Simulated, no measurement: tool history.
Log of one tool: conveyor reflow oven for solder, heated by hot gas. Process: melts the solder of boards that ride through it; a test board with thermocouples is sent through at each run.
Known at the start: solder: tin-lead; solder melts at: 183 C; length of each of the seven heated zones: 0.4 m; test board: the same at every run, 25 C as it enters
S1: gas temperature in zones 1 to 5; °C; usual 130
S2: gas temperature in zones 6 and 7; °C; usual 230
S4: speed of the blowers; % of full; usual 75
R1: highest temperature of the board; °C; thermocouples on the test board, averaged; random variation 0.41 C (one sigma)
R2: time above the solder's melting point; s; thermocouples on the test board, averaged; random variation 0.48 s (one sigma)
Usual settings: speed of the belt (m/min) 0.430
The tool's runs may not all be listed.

{"run": 1, "hour": 0.0, "S1": 130, "S2": 230, "speed of the belt (m/min)": 0.43, "S4": 75, "R1": 215.8, "R2": 80.4}
{"run": 2, "hour": 24.8, "S1": 130, "S2": 230, "speed of the belt (m/min)": 0.43, "S4": 75, "R1": 216.0, "R2": 80.1}
{"run": 3, "hour": 52.2, "S1": 130, "S2": 230, "speed of the belt (m/min)": 0.43, "S4": 75, "R1": 216.4, "R2": 80.7}
{"run": 4, "hour": 69.3, "S1": 130, "S2": 230, "speed of the belt (m/min)": 0.43, "S4": 75, "R1": 215.9, "R2": 79.6}
{"run": 5, "hour": 84.8, "S1": 130, "S2": 230, "speed of the belt (m/min)": 0.43, "S4": 75, "R1": 216.0, "R2": 80.1}
{"run": 6, "hour": 96.8, "S1": 130, "S2": 230, "speed of the belt (m/min)": 0.43, "S4": 75, "R1": 216.0, "R2": 79.5}
{"run": 7, "hour": 113.0, "S1": 130, "S2": 230, "speed of the belt (m/min)": 0.43, "S4": 81, "R1": 217.3, "R2": 82.1}
{"run": 8, "hour": 133.0, "S1": 130, "S2": 230, "speed of the belt (m/min)": 0.43, "S4": 81, "R1": 217.6, "R2": 82.3}
{"run": 9, "hour": 156.5, "S1": 123, "S2": 230, "speed of the belt (m/min)": 0.43, "S4": 81, "R1": 216.8, "R2": 77.3}
{"run": 10, "hour": 177.6, "S1": 123, "S2": 230, "speed of the belt (m/min)": 0.43, "S4": 81, "R1": 216.3, "R2": 78.3}
{"run": 11, "hour": 197.6, "S1": 123, "S2": 230, "speed of the belt (m/min)": 0.43, "S4": 81, "R1": 216.8, "R2": 76.8}
{"hour": 213.6, "done": "flux residue cleaned out of gas plates and filters"}
{"run": 12, "hour": 217.0, "S1": 123, "S2": 230, "speed of the belt (m/min)": 0.43, "S4": 81, "R1": 216.9, "R2": 77.5}
{"run": 13, "hour": 240.5, "S1": 123, "S2": 230, "speed of the belt (m/min)": 0.43, "S4": 81, "R1": 217.7, "R2": 78.8}
{"run": 14, "hour": 254.8, "S1": 123, "S2": 230, "speed of the belt (m/min)": 0.43, "S4": 81, "R1": 216.5, "R2": 78.0}
{"run": 15, "hour": 277.3, "S1": 123, "S2": 230, "speed of the belt (m/min)": 0.43, "S4": 81, "R1": 217.1, "R2": 78.8}
{"run": 16, "hour": 296.0, "S1": 123, "S2": 230, "speed of the belt (m/min)": 0.43, "S4": 81, "R1": 216.2, "R2": 77.8}
{"run": 17, "hour": 317.4, "S1": 130, "S2": 222, "speed of the belt (m/min)": 0.43, "S4": 60, "R1": 204.8, "R2": 62.5}
{"run": 18, "hour": 334.5, "S1": 130, "S2": 222, "speed of the belt (m/min)": 0.43, "S4": 86, "R1": 211.3, "R2": 76.6}
{"run": 19, "hour": 347.2, "S1": 130, "S2": 222, "speed of the belt (m/min)": 0.43, "S4": 86, "R1": 211.4, "R2": 75.7}
{"run": 20, "hour": 359.3, "S1": 135, "S2": 227, "speed of the belt (m/min)": 0.504, "S4": 76, "R1": 210.0, "R2": 61.7}
{"run": 21, "hour": 371.9, "S1": 130, "S2": 230, "speed of the belt (m/min)": 0.43, "S4": 82, "R1": 218.2, "R2": 81.9}
{"run": 22, "hour": 386.8, "S1": 136, "S2": 230, "speed of the belt (m/min)": 0.404, "S4": 56, "R1": 213.4, "R2": 82.6}
{"run": 23, "hour": 403.8, "S1": 136, "S2": 230, "speed of the belt (m/min)": 0.404, "S4": 56, "R1": 214.2, "R2": 83.9}
{"run": 24, "hour": 420.5, "S1": 136, "S2": 230, "speed of the belt (m/min)": 0.404, "S4": 56, "R1": 213.7, "R2": 83.4}
{"run": 25, "hour": 433.1, "S1": 133, "S2": 223, "speed of the belt (m/min)": 0.448, "S4": 55, "R1": 202.6, "R2": 57.2}
{"run": 26, "hour": 458.0, "S1": 133, "S2": 223, "speed of the belt (m/min)": 0.448, "S4": 55, "R1": 202.4, "R2": 57.1}
{"run": 27, "hour": 475.7, "S1": 133, "S2": 223, "speed of the belt (m/min)": 0.448, "S4": 55, "R1": 202.3, "R2": 56.3}

4 ways to go on from here, each from the tool as it stands after run 27. What would each give?
{"run": "A", "hour": 495.1, "S1": 130, "S2": 230, "speed of the belt (m/min)": 0.43, "S4": 88, "R1": "?", "R2": "?"}
{"run": "B", "hour": 495.1, "S1": 116, "S2": 230, "speed of the belt (m/min)": 0.428, "S4": 80, "R1": "?", "R2": "?"}
{"run": "C", "hour": 495.1, "S1": 130, "S2": 230, "speed of the belt (m/min)": 0.359, "S4": 75, "R1": "?", "R2": "?"}
{"run": "D", "hour": 495.1, "S1": 130, "S2": 244, "speed of the belt (m/min)": 0.446, "S4": 74, "R1": "?", "R2": "?"}

run=A R1=218.7 R2=84.6
run=B R1=215.6 R2=74.2
run=C R1=220.0 R2=103.7
run=D R1=226.7 R2=86.5
Without the tool's hidden state the same runs would have given:
run=A R1=218.8 R2=84.7
run=B R1=215.7 R2=74.3
run=C R1=220.1 R2=103.7
run=D R1=226.8 R2=86.6
